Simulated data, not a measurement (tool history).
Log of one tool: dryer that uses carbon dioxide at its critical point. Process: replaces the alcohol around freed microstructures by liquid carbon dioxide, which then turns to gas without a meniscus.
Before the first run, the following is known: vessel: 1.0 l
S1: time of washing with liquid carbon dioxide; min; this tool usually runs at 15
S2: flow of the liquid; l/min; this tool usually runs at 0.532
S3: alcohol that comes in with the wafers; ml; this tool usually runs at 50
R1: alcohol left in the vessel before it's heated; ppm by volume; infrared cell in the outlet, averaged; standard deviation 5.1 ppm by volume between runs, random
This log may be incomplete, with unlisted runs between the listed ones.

{"run": 1, "day": 0.0, "S1": 15, "S2": 0.532, "S3": 50, "R1": 123}
{"run": 2, "day": 0.396, "S1": 15, "S2": 0.5, "S3": 50, "R1": 180}
{"run": 3, "day": 0.842, "S1": 15, "S2": 0.5, "S3": 51, "R1": 187}
{"run": 4, "day": 1.188, "S1": 15, "S2": 0.532, "S3": 50, "R1": 130}
{"run": 5, "day": 1.654, "S1": 15, "S2": 0.532, "S3": 50, "R1": 145}
{"run": 6, "day": 2.271, "S1": 11, "S2": 0.532, "S3": 50, "R1": 591}
{"run": 7, "day": 2.592, "S1": 15, "S2": 0.823, "S3": 50, "R1": 40}
{"run": 8, "day": 3.021, "S1": 15, "S2": 0.823, "S3": 50, "R1": 36}
{"run": 9, "day": 3.529, "S1": 15, "S2": 0.823, "S3": 50, "R1": 34}
{"run": 10, "day": 4.021, "S1": 15, "S2": 0.532, "S3": 50, "R1": 138}
{"run": 11, "day": 4.675, "S1": 15, "S2": 0.532, "S3": 50, "R1": 150}
{"run": 12, "day": 5.3, "S1": 15, "S2": 0.532, "S3": 50, "R1": 153}
{"run": 13, "day": 5.883, "S1": 15, "S2": 0.872, "S3": 50, "R1": 45}
{"run": 14, "day": 6.267, "S1": 15, "S2": 0.872, "S3": 50, "R1": 50}
{"run": 15, "day": 6.604, "S1": 15, "S2": 0.872, "S3": 50, "R1": 48}
{"run": 16, "day": 7.125, "S1": 15, "S2": 0.872, "S3": 50, "R1": 47}
{"run": 17, "day": 7.488, "S1": 21, "S2": 0.396, "S3": 49, "R1": 131}
{"run": 18, "day": 7.921, "S1": 21, "S2": 0.396, "S3": 64, "R1": 160}
{"run": 19, "day": 8.583, "S1": 20, "S2": 0.477, "S3": 69, "R1": 91}
{"run": 20, "day": 8.971, "S1": 20, "S2": 0.477, "S3": 69, "R1": 105}
{"run": 21, "day": 9.571, "S1": 20, "S2": 0.493, "S3": 25, "R1": 68}
{"run": 22, "day": 10.121, "S1": 20, "S2": 0.692, "S3": 39, "R1": 59}
{"run": 23, "day": 10.629, "S1": 22, "S2": 0.532, "S3": 23, "R1": 62}
{"run": 24, "day": 11.038, "S1": 22, "S2": 0.532, "S3": 23, "R1": 60}
{"run": 25, "day": 11.525, "S1": 15, "S2": 0.519, "S3": 68, "R1": 237}
{"run": 26, "day": 11.921, "S1": 10, "S2": 0.393, "S3": 22, "R1": 1195}
{"run": 27, "day": 12.475, "S1": 10, "S2": 0.393, "S3": 22, "R1": 1230}
{"run": 28, "day": 13.104, "S1": 22, "S2": 0.393, "S3": 22, "R1": 83}

Withheld: 1 entry from between the runs. Position of each, and hidden state at the listed run before versus the listed run after:
Between runs 27 and 28: inlet filter changed (day 12.617)
  flow that reaches the vessel past the clogged filter, %: 92.9 -> 99.8; alcohol in the recycled carbon dioxide, ppm: 60.7 -> 62.6
  measured value less the no-hidden-state value, R1: +292 -> +57 ppm by volume
